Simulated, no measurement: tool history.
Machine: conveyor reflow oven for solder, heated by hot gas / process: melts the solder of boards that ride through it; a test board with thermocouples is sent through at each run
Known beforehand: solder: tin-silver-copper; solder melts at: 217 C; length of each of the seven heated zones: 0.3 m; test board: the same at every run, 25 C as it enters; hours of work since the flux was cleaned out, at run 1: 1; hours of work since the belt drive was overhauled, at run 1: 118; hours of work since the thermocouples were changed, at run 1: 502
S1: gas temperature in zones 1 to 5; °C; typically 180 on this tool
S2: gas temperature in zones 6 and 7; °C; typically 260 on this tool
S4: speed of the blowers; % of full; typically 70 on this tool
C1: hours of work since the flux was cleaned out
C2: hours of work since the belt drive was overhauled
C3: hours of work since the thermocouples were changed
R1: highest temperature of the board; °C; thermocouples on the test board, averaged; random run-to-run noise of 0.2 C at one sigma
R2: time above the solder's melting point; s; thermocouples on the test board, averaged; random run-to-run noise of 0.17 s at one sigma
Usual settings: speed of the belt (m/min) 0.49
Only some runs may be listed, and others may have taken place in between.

run 1 hour=0 | S1=180 S2=260 speed_of_the_belt_(m/min)=0.49 S4=70 | C1=1 C2=118 C3=502 | R1=247 R2=54.1
run 2 hour=11.4 | S1=180 S2=260 speed_of_the_belt_(m/min)=0.49 S4=70 | C1=6 C2=123 C3=507 | R1=246.4 R2=54.2
run 3 hour=21.2 | S1=180 S2=260 speed_of_the_belt_(m/min)=0.49 S4=70 | C1=11 C2=128 C3=512 | R1=246.5 R2=54.1
run 4 hour=26.3 | S1=180 S2=260 speed_of_the_belt_(m/min)=0.49 S4=70 | C1=14 C2=131 C3=515 | R1=246.7 R2=54.2
run 5 hour=32.7 | S1=180 S2=260 speed_of_the_belt_(m/min)=0.474 S4=70 | C1=17 C2=134 C3=518 | R1=247.6 R2=56.8
run 6 hour=43.5 | S1=180 S2=269 speed_of_the_belt_(m/min)=0.49 S4=70 | C1=22 C2=139 C3=523 | R1=254.6 R2=59.7
run 7 hour=50.8 | S1=180 S2=262 speed_of_the_belt_(m/min)=0.49 S4=70 | C1=26 C2=143 C3=527 | R1=248.3 R2=55.7
run 8 hour=59.9 | S1=180 S2=262 speed_of_the_belt_(m/min)=0.49 S4=70 | C1=30 C2=147 C3=531 | R1=248.7 R2=55.5
run 9 hour=69.1 | S1=180 S2=260 speed_of_the_belt_(m/min)=0.49 S4=70 | C1=35 C2=152 C3=536 | R1=246.4 R2=54.2
run 10 hour=77.8 | S1=180 S2=260 speed_of_the_belt_(m/min)=0.49 S4=70 | C1=39 C2=156 C3=540 | R1=246.6 R2=54.4
run 11 hour=88.3 | S1=180 S2=260 speed_of_the_belt_(m/min)=0.49 S4=70 | C1=45 C2=162 C3=546 | R1=246.6 R2=54.1
run 12 hour=93.4 | S1=180 S2=260 speed_of_the_belt_(m/min)=0.49 S4=70 | C1=47 C2=164 C3=548 | R1=246.3 R2=54.1
run 13 hour=103.4 | S1=180 S2=260 speed_of_the_belt_(m/min)=0.49 S4=70 | C1=52 C2=169 C3=553 | R1=246.5 R2=53.9
run 14 hour=112.2 | S1=180 S2=260 speed_of_the_belt_(m/min)=0.49 S4=70 | C1=56 C2=173 C3=557 | R1=246.5 R2=54.1
run 15 hour=123.2 | S1=180 S2=260 speed_of_the_belt_(m/min)=0.564 S4=56 | C1=62 C2=179 C3=563 | R1=239.2 R2=38.1
run 16 hour=130 | S1=192 S2=256 speed_of_the_belt_(m/min)=0.497 S4=72 | C1=65 C2=182 C3=566 | R1=244.8 R2=57.5
run 17 hour=139.7 | S1=192 S2=256 speed_of_the_belt_(m/min)=0.497 S4=72 | C1=70 C2=187 C3=571 | R1=244.5 R2=57.8
run 18 hour=149.9 | S1=192 S2=256 speed_of_the_belt_(m/min)=0.497 S4=72 | C1=75 C2=192 C3=576 | R1=244.4 R2=57.3
run 19 hour=158.5 | S1=167 S2=274 speed_of_the_belt_(m/min)=0.49 S4=56 | C1=79 C2=196 C3=580 | R1=252.8 R2=53.4
run 20 hour=167.8 | S1=167 S2=274 speed_of_the_belt_(m/min)=0.49 S4=56 | C1=84 C2=201 C3=585 | R1=253.1 R2=53.2
run 21 hour=177.4 | S1=186 S2=255 speed_of_the_belt_(m/min)=0.49 S4=70 | C1=89 C2=206 C3=590 | R1=242.9 R2=53.9
run 22 hour=186.5 | S1=186 S2=270 speed_of_the_belt_(m/min)=0.49 S4=70 | C1=93 C2=210 C3=594 | R1=256.4 R2=63
run 23 hour=194.5 | S1=186 S2=270 speed_of_the_belt_(m/min)=0.49 S4=70 | C1=97 C2=214 C3=598 | R1=255.9 R2=63
run 24 hour=199.9 | S1=186 S2=270 speed_of_the_belt_(m/min)=0.49 S4=70 | C1=100 C2=217 C3=601 | R1=256 R2=63
run 25 hour=205 | S1=175 S2=266 speed_of_the_belt_(m/min)=0.401 S4=70 | C1=103 C2=220 C3=604 | R1=255.7 R2=73.5
run 26 hour=209.9 | S1=176 S2=263 speed_of_the_belt_(m/min)=0.49 S4=70 | C1=105 C2=222 C3=606 | R1=248.2 R2=53.6
run 27 hour=217.8 | S1=180 S2=262 speed_of_the_belt_(m/min)=0.49 S4=70 | C1=109 C2=226 C3=610 | R1=247.7 R2=55.2

What if the next run were any one of these 5? Each begins from the tool's condition after run 27:
run A hour=222.7 | S1=194 S2=262 speed_of_the_belt_(m/min)=0.49 S4=70 | C1=111 C2=228 C3=612 | R1=? R2=?
run B hour=222.7 | S1=180 S2=268 speed_of_the_belt_(m/min)=0.49 S4=70 | C1=111 C2=228 C3=612 | R1=? R2=?
run C hour=222.7 | S1=185 S2=275 speed_of_the_belt_(m/min)=0.556 S4=70 | C1=111 C2=228 C3=612 | R1=? R2=?
run D hour=222.7 | S1=165 S2=261 speed_of_the_belt_(m/min)=0.49 S4=73 | C1=111 C2=228 C3=612 | R1=? R2=?
run E hour=222.7 | S1=184 S2=260 speed_of_the_belt_(m/min)=0.49 S4=74 | C1=111 C2=228 C3=612 | R1=? R2=?

run=A R1=250.2 R2=62.9
run=B R1=253.5 R2=59
run=C R1=256.4 R2=54.6
run=D R1=245.2 R2=48.1
run=E R1=247.2 R2=56.6
Had the tool no hidden state, the same runs would have come out as:
run=A R1=252.2 R2=63.8
run=B R1=255.6 R2=60
run=C R1=258.5 R2=55.5
run=D R1=247.4 R2=49.8
run=E R1=249.3 R2=57.8
